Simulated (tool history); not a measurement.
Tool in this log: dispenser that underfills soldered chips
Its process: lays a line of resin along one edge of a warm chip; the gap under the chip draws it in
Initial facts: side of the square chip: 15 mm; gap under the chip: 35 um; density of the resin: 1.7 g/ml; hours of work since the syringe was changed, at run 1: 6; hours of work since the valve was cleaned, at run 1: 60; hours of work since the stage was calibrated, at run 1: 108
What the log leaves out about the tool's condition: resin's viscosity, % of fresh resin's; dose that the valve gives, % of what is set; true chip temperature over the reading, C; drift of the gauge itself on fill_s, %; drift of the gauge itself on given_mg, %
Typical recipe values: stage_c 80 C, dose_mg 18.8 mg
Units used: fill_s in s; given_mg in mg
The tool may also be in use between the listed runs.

| run | hour | stage_c | dose_mg | hours of work since the syringe was changed | hours of work since the valve was cleaned | hours of work since the stage was calibrated | fill_s | given_mg |
|---|---|---|---|---|---|---|---|---|
| 1 | 0 | 80 | 18.8 | 6 | 60 | 108 | 691.5 | 18.16 |
|  | 1.6 | new syringe of resin |
| 2 | 4.4 | 80 | 18.8 | 2 | 62 | 111 | 538.6 | 18.16 |
| 3 | 7.5 | 80 | 18.8 | 4 | 65 | 113 | 627.9 | 18.18 |
|  | 11.6 | new syringe of resin |
| 4 | 12 | 73 | 18.8 | 0 | 67 | 116 | 600.3 | 18.01 |
| 5 | 16.8 | 80 | 18.8 | 4 | 71 | 119 | 593 | 17.93 |
| 6 | 19.7 | 80 | 18.8 | 5 | 73 | 121 | 678.8 | 17.99 |
|  | 21.5 | new syringe of resin |
| 7 | 25.6 | 80 | 18.8 | 3 | 76 | 124 | 559.8 | 17.87 |
| 8 | 29.9 | 94 | 18.9 | 6 | 79 | 127 | 449.2 | 18 |
|  | 31.5 | new syringe of resin |
| 9 | 33.7 | 73 | 19.1 | 1 | 82 | 130 | 631 | 18.15 |
| 10 | 38.2 | 85 | 17.5 | 4 | 85 | 133 | 548.8 | 16.57 |
|  | 41.5 | new syringe of resin |
| 11 | 43.2 | 85 | 17.5 | 1 | 88 | 136 | 450.6 | 16.59 |

Each row is a separate what-if for the run after 11, all from the same tool condition, not one after another. Results?
| A | 47.1 | 81 | 19 | 4 | 90 | 138 | ? | ? |
| B | 47.1 | 87 | 17.4 | 4 | 90 | 138 | ? | ? |
| C | 47.1 | 92 | 18.8 | 4 | 90 | 138 | ? | ? |
| D | 47.1 | 79 | 19.1 | 4 | 90 | 138 | ? | ? |

| run | fill_s | given_mg |
|---|---|---|
| A | 590 | 17.97 |
| B | 506.6 | 16.41 |
| C | 422.9 | 17.74 |
| D | 626.1 | 17.86 |
What these runs would have given with no unlogged condition in the tool:
| run | fill_s | given_mg |
|---|---|---|
| A | 459.2 | 18.97 |
| B | 391.8 | 17.32 |
| C | 328.3 | 18.73 |
| D | 487.6 | 18.86 |

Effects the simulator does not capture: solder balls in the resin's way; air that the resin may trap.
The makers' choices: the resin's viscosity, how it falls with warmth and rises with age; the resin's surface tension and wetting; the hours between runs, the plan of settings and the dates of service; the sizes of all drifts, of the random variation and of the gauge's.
